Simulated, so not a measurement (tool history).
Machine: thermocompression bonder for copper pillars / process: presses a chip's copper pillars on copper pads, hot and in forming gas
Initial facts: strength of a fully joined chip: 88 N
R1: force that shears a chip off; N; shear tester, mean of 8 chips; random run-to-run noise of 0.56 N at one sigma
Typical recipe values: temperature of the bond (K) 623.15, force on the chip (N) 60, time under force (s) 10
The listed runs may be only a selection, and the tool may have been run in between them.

{"run": 1, "hour": 0.0, "temperature of the bond (K)": 623.15, "force on the chip (N)": 60, "time under force (s)": 10, "R1": 55.0}
{"run": 2, "hour": 33.3, "temperature of the bond (K)": 623.15, "force on the chip (N)": 60, "time under force (s)": 10, "R1": 54.3}
{"run": 3, "hour": 63.7, "temperature of the bond (K)": 623.15, "force on the chip (N)": 42, "time under force (s)": 10, "R1": 40.2}
{"run": 4, "hour": 114.9, "temperature of the bond (K)": 623.15, "force on the chip (N)": 42, "time under force (s)": 10, "R1": 40.1}
{"run": 5, "hour": 140.5, "temperature of the bond (K)": 623.15, "force on the chip (N)": 42, "time under force (s)": 10, "R1": 39.7}
{"run": 6, "hour": 166.4, "temperature of the bond (K)": 623.15, "force on the chip (N)": 42, "time under force (s)": 10, "R1": 38.8}
{"run": 7, "hour": 206.1, "temperature of the bond (K)": 619.15, "force on the chip (N)": 42, "time under force (s)": 10, "R1": 37.2}
{"run": 8, "hour": 251.6, "temperature of the bond (K)": 619.15, "force on the chip (N)": 42, "time under force (s)": 10, "R1": 37.7}
{"run": 9, "hour": 309.4, "temperature of the bond (K)": 619.15, "force on the chip (N)": 42, "time under force (s)": 10, "R1": 36.6}
{"run": 10, "hour": 335.7, "temperature of the bond (K)": 611.15, "force on the chip (N)": 60, "time under force (s)": 10, "R1": 46.7}
{"run": 11, "hour": 384.3, "temperature of the bond (K)": 611.15, "force on the chip (N)": 60, "time under force (s)": 10, "R1": 47.4}
{"run": 12, "hour": 413.9, "temperature of the bond (K)": 611.15, "force on the chip (N)": 60, "time under force (s)": 10, "R1": 47.1}
{"run": 13, "hour": 458.2, "temperature of the bond (K)": 611.15, "force on the chip (N)": 60, "time under force (s)": 10, "R1": 46.0}
{"run": 14, "hour": 482.9, "temperature of the bond (K)": 611.15, "force on the chip (N)": 60, "time under force (s)": 10, "R1": 46.0}
{"hour": 489.5, "done": "force cell calibrated"}
{"hour": 497.9, "done": "forming gas filter changed"}
{"run": 15, "hour": 514.7, "temperature of the bond (K)": 623.15, "force on the chip (N)": 60, "time under force (s)": 10, "R1": 55.5}
{"run": 16, "hour": 563.1, "temperature of the bond (K)": 623.15, "force on the chip (N)": 60, "time under force (s)": 9, "R1": 53.5}
{"run": 17, "hour": 589.0, "temperature of the bond (K)": 623.15, "force on the chip (N)": 60, "time under force (s)": 9, "R1": 53.0}
{"run": 18, "hour": 623.3, "temperature of the bond (K)": 623.15, "force on the chip (N)": 66, "time under force (s)": 10, "R1": 58.4}
{"run": 19, "hour": 681.2, "temperature of the bond (K)": 623.15, "force on the chip (N)": 66, "time under force (s)": 10, "R1": 58.8}
{"run": 20, "hour": 726.4, "temperature of the bond (K)": 628.15, "force on the chip (N)": 66, "time under force (s)": 9, "R1": 60.0}
{"run": 21, "hour": 767.3, "temperature of the bond (K)": 621.15, "force on the chip (N)": 54, "time under force (s)": 10, "R1": 49.8}
{"hour": 799.0, "done": "force cell calibrated, once more"}
{"run": 22, "hour": 821.1, "temperature of the bond (K)": 621.15, "force on the chip (N)": 54, "time under force (s)": 10, "R1": 45.8}
{"run": 23, "hour": 851.2, "temperature of the bond (K)": 621.15, "force on the chip (N)": 54, "time under force (s)": 10, "R1": 45.1}
{"run": 24, "hour": 909.8, "temperature of the bond (K)": 602.15, "force on the chip (N)": 84, "time under force (s)": 10, "R1": 54.0}
{"run": 25, "hour": 964.7, "temperature of the bond (K)": 602.15, "force on the chip (N)": 84, "time under force (s)": 10, "R1": 53.6}
{"run": 26, "hour": 990.6, "temperature of the bond (K)": 602.15, "force on the chip (N)": 84, "time under force (s)": 10, "R1": 52.8}
{"hour": 1017.9, "done": "forming gas filter changed"}
{"run": 27, "hour": 1042.3, "temperature of the bond (K)": 610.15, "force on the chip (N)": 46, "time under force (s)": 5, "R1": 27.6}
{"run": 28, "hour": 1071.6, "temperature of the bond (K)": 640.15, "force on the chip (N)": 41, "time under force (s)": 5, "R1": 32.9}
{"run": 29, "hour": 1109.0, "temperature of the bond (K)": 634.15, "force on the chip (N)": 53, "time under force (s)": 9, "R1": 50.1}

The next listed run, before its measurement:
{"run": 30, "hour": 1157.3, "temperature of the bond (K)": 634.15, "force on the chip (N)": 53, "time under force (s)": 9, "R1": "?"}

Run 30 yielded R1 50.4 N.
The same run, on a tool lacking any hidden state, would have yielded R1 54.4 N.
